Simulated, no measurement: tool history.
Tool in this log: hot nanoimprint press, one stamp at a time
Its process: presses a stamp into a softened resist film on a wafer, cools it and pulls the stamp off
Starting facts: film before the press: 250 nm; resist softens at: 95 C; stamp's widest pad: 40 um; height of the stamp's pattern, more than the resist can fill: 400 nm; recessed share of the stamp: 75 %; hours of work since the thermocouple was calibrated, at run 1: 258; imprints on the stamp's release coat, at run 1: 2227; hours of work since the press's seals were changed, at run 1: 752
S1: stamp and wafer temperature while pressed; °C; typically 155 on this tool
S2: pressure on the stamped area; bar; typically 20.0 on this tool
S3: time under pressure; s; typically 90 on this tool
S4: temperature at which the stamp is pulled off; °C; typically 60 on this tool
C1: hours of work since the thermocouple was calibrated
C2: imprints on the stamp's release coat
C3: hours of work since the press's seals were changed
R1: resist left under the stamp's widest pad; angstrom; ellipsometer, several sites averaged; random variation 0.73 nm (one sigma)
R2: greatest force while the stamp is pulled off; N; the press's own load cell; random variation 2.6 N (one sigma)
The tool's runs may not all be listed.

run	hour	S1	S2	S3	S4	C1	C2	C3	R1	R2
1	0.0	155	20.0	90	60	258	2227	752	871	120
# hour 13.8: stamp cleaned and given a new release coat
2	29.5	155	20.0	90	60	271	64	764	878	122
3	65.4	155	20.0	90	60	289	212	783	882	119
4	87.9	155	20.0	90	60	301	305	795	877	119
5	111.7	155	30.1	90	60	314	403	807	692	121
6	146.6	155	21.1	90	60	332	546	825	835	115
7	174.4	155	20.0	90	60	346	661	840	884	114
8	195.7	155	30.5	90	60	357	749	851	674	116
9	218.6	155	30.5	90	60	369	843	863	682	124
10	251.9	155	20.0	90	49	387	980	880	879	147
11	277.1	155	20.0	90	49	400	1084	894	877	145
12	292.7	155	20.0	90	49	408	1148	902	881	149
13	310.4	155	20.0	90	47	417	1221	911	887	155
14	338.0	155	20.0	90	47	432	1335	925	879	152
# hour 345.0: plate thermocouple calibrated
15	357.1	155	20.0	90	47	6	1401	934	878	154
16	376.3	155	19.2	139	47	16	1480	944	766	157
17	411.4	155	19.2	83	64	35	1624	962	928	107
18	434.4	155	19.2	83	64	47	1719	974	918	105
19	468.4	155	27.1	83	64	64	1859	992	753	105
20	491.4	166	27.1	83	52	76	1954	1004	465	140
21	508.0	164	27.7	81	60	85	2022	1013	506	117
22	527.3	164	27.7	81	60	95	2101	1023	500	118
23	542.5	164	27.7	81	60	103	2164	1031	504	117
24	557.9	164	27.7	81	60	111	2227	1039	514	121
# hour 571.9: stamp cleaned and given a new release coat
25	591.7	155	12.0	90	60	126	82	1053	1171	117
26	619.2	144	20.0	73	51	140	195	1068	1576	143
27	641.6	155	22.8	90	58	152	287	1079	808	125
28	672.5	144	16.2	90	55	168	414	1095	1604	130
29	693.9	144	16.2	90	55	179	503	1107	1619	133
30	731.3	144	16.2	90	55	199	656	1126	1592	134

Hidden condition of the tool, last listed run before each entry between runs versus first listed run after:
From run 1 to run 2: stamp cleaned and given a new release coat (hour 13.8)
  grip of the stamp's worn release coat, % over a new coat's: 0.4 -> 0
From run 14 to run 15: plate thermocouple calibrated (hour 345.0)
  true temperature over the reading, C: -0.03 -> 0
From run 24 to run 25: stamp cleaned and given a new release coat (hour 571.9)
  true temperature over the reading, C: 0 -> -0.01; grip of the stamp's worn release coat, % over a new coat's: 0.4 -> 0

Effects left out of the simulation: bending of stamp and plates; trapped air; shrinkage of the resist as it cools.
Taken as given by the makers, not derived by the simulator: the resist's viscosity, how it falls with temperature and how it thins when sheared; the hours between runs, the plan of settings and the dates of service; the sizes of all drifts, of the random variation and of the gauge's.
